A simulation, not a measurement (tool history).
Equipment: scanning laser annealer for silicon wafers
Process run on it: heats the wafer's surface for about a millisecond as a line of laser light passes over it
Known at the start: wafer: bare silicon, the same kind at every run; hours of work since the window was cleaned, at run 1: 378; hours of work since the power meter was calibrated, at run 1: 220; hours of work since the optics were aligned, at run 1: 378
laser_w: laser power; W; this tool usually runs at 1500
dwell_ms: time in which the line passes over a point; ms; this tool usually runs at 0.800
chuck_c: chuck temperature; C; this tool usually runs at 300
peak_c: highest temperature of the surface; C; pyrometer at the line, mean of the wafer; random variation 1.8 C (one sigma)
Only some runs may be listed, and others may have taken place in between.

| run | hour | laser_w | dwell_ms | chuck_c | hours of work since the window was cleaned | hours of work since the power meter was calibrated | hours of work since the optics were aligned | peak_c |
|---|---|---|---|---|---|---|---|---|
| 1 | 0.0 | 1500 | 0.800 | 300 | 378 | 220 | 378 | 1043 |
| 2 | 20.6 | 1500 | 0.800 | 300 | 387 | 230 | 387 | 1045 |
| 3 | 43.7 | 1500 | 0.800 | 300 | 398 | 241 | 398 | 1043 |
| 4 | 70.0 | 1500 | 0.800 | 300 | 411 | 253 | 411 | 1043 |
| 5 | 85.0 | 1500 | 0.800 | 300 | 418 | 260 | 418 | 1040 |
| 6 | 111.0 | 1500 | 0.800 | 300 | 430 | 273 | 430 | 1043 |
| 7 | 125.7 | 1500 | 0.800 | 300 | 437 | 280 | 437 | 1038 |
| 8 | 155.5 | 1500 | 0.800 | 300 | 452 | 294 | 452 | 1041 |
| 9 | 170.8 | 1500 | 0.800 | 300 | 459 | 301 | 459 | 1040 |
| 10 | 188.3 | 1500 | 0.800 | 300 | 467 | 309 | 467 | 1042 |
| 11 | 214.3 | 1500 | 0.800 | 311 | 479 | 322 | 479 | 1051 |
| 12 | 234.9 | 1500 | 0.800 | 311 | 489 | 332 | 489 | 1048 |
| 13 | 250.9 | 1500 | 0.800 | 300 | 497 | 339 | 497 | 1036 |
| 14 | 281.3 | 1500 | 0.800 | 300 | 511 | 354 | 511 | 1037 |
| 15 | 302.3 | 1500 | 0.800 | 300 | 521 | 364 | 521 | 1034 |
| 16 | 316.7 | 1500 | 0.800 | 300 | 528 | 370 | 528 | 1031 |
| 17 | 342.1 | 1443 | 0.800 | 300 | 540 | 383 | 540 | 1003 |
| 18 | 360.0 | 1443 | 0.800 | 300 | 549 | 391 | 549 | 1001 |
|  | 364.0 | window over the wafer cleaned |
| 19 | 391.6 | 1500 | 0.800 | 300 | 13 | 405 | 563 | 1020 |
| 20 | 409.8 | 1500 | 0.800 | 300 | 22 | 414 | 572 | 1018 |
| 21 | 423.2 | 1500 | 0.800 | 300 | 28 | 420 | 578 | 1016 |
| 22 | 447.8 | 1500 | 0.842 | 330 | 40 | 432 | 590 | 1066 |
|  | 463.6 | window over the wafer cleaned, once more |
| 23 | 474.3 | 1526 | 0.736 | 330 | 5 | 444 | 601 | 1074 |
| 24 | 490.7 | 1526 | 0.736 | 330 | 13 | 451 | 609 | 1075 |
| 25 | 506.9 | 1379 | 0.900 | 274 | 21 | 459 | 617 | 1012 |
| 26 | 532.4 | 1358 | 0.589 | 294 | 33 | 471 | 629 | 865 |
| 27 | 552.9 | 1500 | 0.800 | 261 | 42 | 481 | 639 | 1017 |
| 28 | 578.3 | 1593 | 0.784 | 300 | 55 | 493 | 651 | 1105 |
| 29 | 594.5 | 1593 | 0.784 | 300 | 62 | 501 | 658 | 1106 |
| 30 | 615.8 | 1593 | 0.784 | 300 | 72 | 511 | 668 | 1105 |
| 31 | 637.3 | 1287 | 0.664 | 302 | 83 | 521 | 679 | 873 |
| 32 | 658.8 | 1506 | 0.904 | 290 | 93 | 531 | 689 | 1107 |
| 33 | 679.3 | 1407 | 0.800 | 300 | 103 | 541 | 699 | 1004 |
| 34 | 702.3 | 1526 | 0.915 | 300 | 113 | 552 | 710 | 1128 |
| 35 | 722.8 | 1500 | 0.954 | 300 | 123 | 562 | 719 | 1131 |
| 36 | 746.6 | 1452 | 0.904 | 280 | 135 | 573 | 731 | 1058 |
| 37 | 771.8 | 1452 | 0.904 | 280 | 147 | 585 | 743 | 1057 |
| 38 | 794.4 | 1452 | 0.904 | 280 | 157 | 596 | 753 | 1057 |
| 39 | 812.9 | 1499 | 0.800 | 300 | 166 | 604 | 762 | 1053 |
| 40 | 828.9 | 1499 | 0.800 | 300 | 174 | 612 | 770 | 1055 |

What would each run have given without the hidden state, its run-to-run variation left as it was?
What the log doesn't record here: light that passes the window, % of a clean one's; laser's true power over the reading, %; width of the line over the set one, %; drift of the gauge itself on peak_c, C.
| run | peak_c |
|---|---|
| 1 | 1068 |
| 2 | 1070 |
| 3 | 1069 |
| 4 | 1070 |
| 5 | 1068 |
| 6 | 1071 |
| 7 | 1067 |
| 8 | 1071 |
| 9 | 1070 |
| 10 | 1073 |
| 11 | 1082 |
| 12 | 1080 |
| 13 | 1068 |
| 14 | 1070 |
| 15 | 1068 |
| 16 | 1065 |
| 17 | 1037 |
| 18 | 1035 |
| 19 | 1070 |
| 20 | 1069 |
| 21 | 1067 |
| 22 | 1120 |
| 23 | 1079 |
| 24 | 1081 |
| 25 | 1018 |
| 26 | 871 |
| 27 | 1024 |
| 28 | 1114 |
| 29 | 1115 |
| 30 | 1115 |
| 31 | 881 |
| 32 | 1118 |
| 33 | 1015 |
| 34 | 1141 |
| 35 | 1145 |
| 36 | 1072 |
| 37 | 1071 |
| 38 | 1072 |
| 39 | 1068 |
| 40 | 1071 |
